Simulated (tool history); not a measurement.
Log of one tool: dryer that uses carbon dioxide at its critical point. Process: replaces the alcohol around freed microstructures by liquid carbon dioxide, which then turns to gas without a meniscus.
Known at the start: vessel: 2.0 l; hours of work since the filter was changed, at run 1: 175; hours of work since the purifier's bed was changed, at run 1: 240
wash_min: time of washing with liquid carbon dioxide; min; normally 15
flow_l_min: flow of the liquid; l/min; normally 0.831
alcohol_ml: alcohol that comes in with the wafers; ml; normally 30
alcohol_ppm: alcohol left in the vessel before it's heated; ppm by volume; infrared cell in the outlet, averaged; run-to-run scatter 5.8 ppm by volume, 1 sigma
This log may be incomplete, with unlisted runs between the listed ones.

| run | hour | wash_min | flow_l_min | alcohol_ml | hours of work since the filter was changed | hours of work since the purifier's bed was changed | alcohol_ppm |
|---|---|---|---|---|---|---|---|
| 1 | 0.0 | 15 | 0.831 | 30 | 175 | 240 | 346 |
| 2 | 34.1 | 15 | 0.831 | 30 | 190 | 255 | 342 |
|  | 40.9 | inlet filter changed |
| 3 | 65.0 | 15 | 0.831 | 30 | 11 | 269 | 240 |
| 4 | 100.1 | 15 | 0.831 | 30 | 27 | 285 | 243 |
| 5 | 131.3 | 15 | 0.831 | 30 | 42 | 300 | 255 |
| 6 | 154.1 | 15 | 0.708 | 30 | 52 | 310 | 476 |
| 7 | 190.2 | 15 | 0.831 | 30 | 69 | 327 | 272 |
| 8 | 216.9 | 15 | 0.831 | 30 | 82 | 340 | 281 |
| 9 | 232.3 | 15 | 0.831 | 30 | 89 | 347 | 300 |
| 10 | 251.8 | 15 | 0.831 | 30 | 98 | 356 | 304 |
| 11 | 278.3 | 15 | 0.831 | 30 | 110 | 368 | 301 |
| 12 | 304.1 | 15 | 0.831 | 30 | 122 | 380 | 315 |
| 13 | 321.6 | 15 | 0.831 | 30 | 130 | 388 | 326 |
| 14 | 356.9 | 15 | 0.831 | 84 | 146 | 404 | 836 |
| 15 | 373.0 | 15 | 0.831 | 84 | 154 | 412 | 833 |
| 16 | 390.2 | 15 | 0.781 | 84 | 162 | 420 | 1087 |
| 17 | 410.8 | 12 | 0.606 | 21 | 171 | 429 | 1166 |
| 18 | 445.3 | 12 | 0.606 | 21 | 187 | 445 | 1194 |
|  | 459.4 | inlet filter changed |
| 19 | 465.7 | 17 | 1.089 | 21 | 3 | 454 | 82 |
| 20 | 480.7 | 17 | 1.089 | 21 | 10 | 461 | 77 |
| 21 | 504.1 | 11 | 0.774 | 23 | 21 | 472 | 676 |
| 22 | 538.1 | 9 | 0.616 | 30 | 36 | 488 | 2403 |
| 23 | 554.4 | 9 | 0.616 | 30 | 44 | 495 | 2370 |
| 24 | 586.9 | 17 | 0.530 | 70 | 59 | 511 | 1820 |
| 25 | 614.9 | 11 | 0.507 | 35 | 72 | 523 | 2917 |
| 26 | 638.7 | 15 | 0.626 | 55 | 83 | 535 | 1322 |
| 27 | 657.9 | 11 | 0.925 | 76 | 92 | 543 | 1354 |

What if the next run were any one of these 3? Each begins from the tool's condition after run 27:
| A | 679.1 | 9 | 1.394 | 28 | 102 | 553 | ? |
| B | 679.1 | 24 | 0.857 | 30 | 102 | 553 | ? |
| C | 679.1 | 15 | 0.840 | 40 | 102 | 553 | ? |

| run | alcohol_ppm |
|---|---|
| A | 275 |
| B | 87 |
| C | 396 |
What these runs would have given with no unlogged condition in the tool:
| run | alcohol_ppm |
|---|---|
| A | 156 |
| B | 10 |
| C | 249 |
